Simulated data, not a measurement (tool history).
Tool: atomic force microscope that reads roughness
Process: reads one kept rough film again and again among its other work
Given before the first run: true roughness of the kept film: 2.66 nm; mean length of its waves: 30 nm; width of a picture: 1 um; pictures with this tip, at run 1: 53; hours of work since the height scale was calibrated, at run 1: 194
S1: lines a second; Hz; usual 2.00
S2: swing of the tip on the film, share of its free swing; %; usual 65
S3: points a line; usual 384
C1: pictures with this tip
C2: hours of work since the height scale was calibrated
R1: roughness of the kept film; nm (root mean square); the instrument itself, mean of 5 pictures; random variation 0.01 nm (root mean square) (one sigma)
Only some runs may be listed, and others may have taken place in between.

run    day    S1  S2   S3   C1   C2     R1
  1  0.000  2.00  65  384   53  194  2.169
  2  0.317  2.00  65  384   67  199  2.160
  3  0.629  2.00  65  384   81  205  2.131
  4  0.862  2.00  65  384   91  209  2.109
  5  1.338  2.00  65  384  112  217  2.087
  6  1.792  2.00  65  384  132  224  2.036
  7  2.179  2.00  65  384  149  231  2.005
     2.388  -- new tip fitted
  8  2.550  1.16  65  384    7  237  2.311
  9  2.975  1.16  65  384   26  244  2.284
 10  3.217  1.16  65  511   37  248  2.265
 11  3.725  1.16  65  511   59  257  2.218
 12  4.179  1.16  65  511   79  264  2.184
     4.267  -- height scale calibrated on a step standard
 13  4.588  2.00  65  759   95    5  2.109
 14  4.854  2.31  58  574  107   10  2.118
 15  5.242  2.31  58  574  124   17  2.071
 16  5.658  2.00  65  383  142   24  2.021
 17  5.929  3.75  65  383  154   28  1.885
     6.017  -- new tip fitted
     6.279  -- height scale calibrated on a step standard, once more
 18  6.500  3.75  65  383   20    4  2.118
 19  6.988  2.55  58  282   41   12  2.208
 20  7.392  2.00  62  660   59   19  2.185
 21  7.708  1.17  71  619   73   24  2.178
 22  8.171  2.38  74  310   93   32  1.960
 23  8.383  1.29  76  329  102   36  2.042
 24  8.733  3.01  64  977  118   42  2.017

For each entry between runs, how does the tool's hidden state at the last listed run before it compare with that at the first listed run after it?
Between runs 7 and 8: new tip fitted (day 2.388)
  radius of the tip, nm: 19.1 -> 8.3
  what was measured, less what the result would be without the hidden state, R1: -0.268 -> -0.036 nm (root mean square)
Between runs 12 and 13: height scale calibrated on a step standard (day 4.267)
  radius of the tip, nm: 14 -> 15.3; height scale over the true one, %: -0.24 -> -0.29
  what was measured, less what the result would be without the hidden state, R1: -0.171 -> -0.195 nm (root mean square)
Between runs 17 and 18: new tip fitted (day 6.017); height scale calibrated on a step standard, once more (day 6.279)
  radius of the tip, nm: 19.9 -> 9.3; height scale over the true one, %: -0.32 -> 0.05
  what was measured, less what the result would be without the hidden state, R1: -0.271 -> -0.050 nm (root mean square)

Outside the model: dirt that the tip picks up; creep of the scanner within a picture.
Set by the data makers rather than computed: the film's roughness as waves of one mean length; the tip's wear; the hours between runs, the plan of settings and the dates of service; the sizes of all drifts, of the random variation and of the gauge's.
